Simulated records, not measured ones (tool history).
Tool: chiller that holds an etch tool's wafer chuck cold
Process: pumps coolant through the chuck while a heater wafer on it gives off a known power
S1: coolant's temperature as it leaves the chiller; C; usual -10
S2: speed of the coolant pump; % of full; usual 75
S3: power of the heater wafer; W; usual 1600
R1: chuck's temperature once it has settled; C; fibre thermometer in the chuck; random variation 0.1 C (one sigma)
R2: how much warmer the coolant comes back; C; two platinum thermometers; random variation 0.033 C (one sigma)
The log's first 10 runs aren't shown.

Run 11, hour 1028.2: usual settings but S1 -14 C, S3 2295 W. Result: R1 2.4 C, R2 6.95 C.
Run 12, hour 1118.2: usual settings but S1 -14 C, S3 2295 W. Result: R1 2.5 C, R2 6.93 C.
Run 13, hour 1186.6: usual settings. Result: R1 1.4 C, R2 4.90 C.
Run 14, hour 1260.4: usual settings but S2 67 % of full. Result: R1 2.2 C, R2 5.54 C.
Run 15, hour 1383.9: usual settings. Result: R1 1.5 C, R2 4.95 C.
Run 16, hour 1489.1: usual settings. Result: R1 1.4 C, R2 4.83 C.
Run 17, hour 1554.4: usual settings. Result: R1 1.3 C, R2 4.92 C.
Run 18, hour 1667.4: usual settings but S2 78 % of full, S3 1214 W. Result: R1 -1.5 C, R2 3.57 C.
Run 19, hour 1756.2: usual settings but S1 -17 C, S2 65 % of full, S3 1162 W. Result: R1 -7.8 C, R2 4.17 C.
Run 20, hour 1814.8: usual settings but S1 -17 C, S2 66 % of full, S3 1158 W. Result: R1 -8.2 C, R2 4.04 C.
Run 21, hour 1890.1: usual settings but S1 -1 C, S2 72 % of full, S3 965 W. Result: R1 6.1 C, R2 3.08 C.
Run 22, hour 2016.6: usual settings but S1 -1 C, S2 72 % of full, S3 965 W. Result: R1 6.0 C, R2 3.09 C.
Run 23, hour 2081.4: usual settings but S1 -1 C, S2 72 % of full, S3 965 W. Result: R1 6.1 C, R2 3.11 C.
Run 24, hour 2171.2: usual settings but S1 -13 C, S2 85 % of full, S3 994 W. Result: R1 -6.5 C, R2 2.66 C.
Run 25, hour 2234.8: usual settings but S1 -13 C, S2 85 % of full, S3 994 W. Result: R1 -6.7 C, R2 2.70 C.
Run 26, hour 2348.2: usual settings but S1 -13 C, S2 85 % of full, S3 994 W. Result: R1 -6.5 C, R2 2.68 C.
Run 27, hour 2451.8: usual settings but S1 -13 C, S2 85 % of full, S3 994 W. Result: R1 -6.4 C, R2 2.68 C.
Run 28, hour 2571.3: usual settings but S1 -9 C, S2 86 % of full, S3 951 W. Result: R1 -2.7 C, R2 2.50 C.
Run 29, hour 2682.0: usual settings but S1 -16 C, S2 77 % of full, S3 2110 W. Result: R1 -1.4 C, R2 6.27 C.
At hour 2705.4: chiller's thermometer calibrated.
At hour 2721.5: coolant pump overhauled.
Run 30, hour 2766.2: usual settings but S1 -16 C, S2 67 % of full, S3 1340 W. Result: R1 -5.8 C, R2 4.61 C.
Run 31, hour 2835.5: usual settings but S1 -2 C, S2 96 % of full, S3 1847 W. Result: R1 9.5 C, R2 4.29 C.

5 ways to go on from here, each from the tool as it stands after run 31. What would each give?
Run A, hour 2913.6: usual settings but S3 2121 W. Result: R1 ?, R2 ?.
Run B, hour 2913.6: usual settings but S1 -4 C, S2 96 % of full, S3 1530 W. Result: R1 ?, R2 ?.
Run C, hour 2913.6: usual settings but S1 -2 C, S2 67 % of full, S3 1847 W. Result: R1 ?, R2 ?.
Run D, hour 2913.6: usual settings but S1 -1 C. Result: R1 ?, R2 ?.
Run E, hour 2913.6: usual settings but S2 77 % of full. Result: R1 ?, R2 ?.

run    R1    R2
  A   5.2  6.49
  B   5.6  3.56
  C  12.1  6.44
  D  10.5  4.89
  E   1.3  4.78
Without the tool's hidden state the same runs would have given:
run    R1    R2
  A   5.1  6.49
  B   5.6  3.56
  C  12.0  6.44
  D  10.4  4.89
  E   1.3  4.78
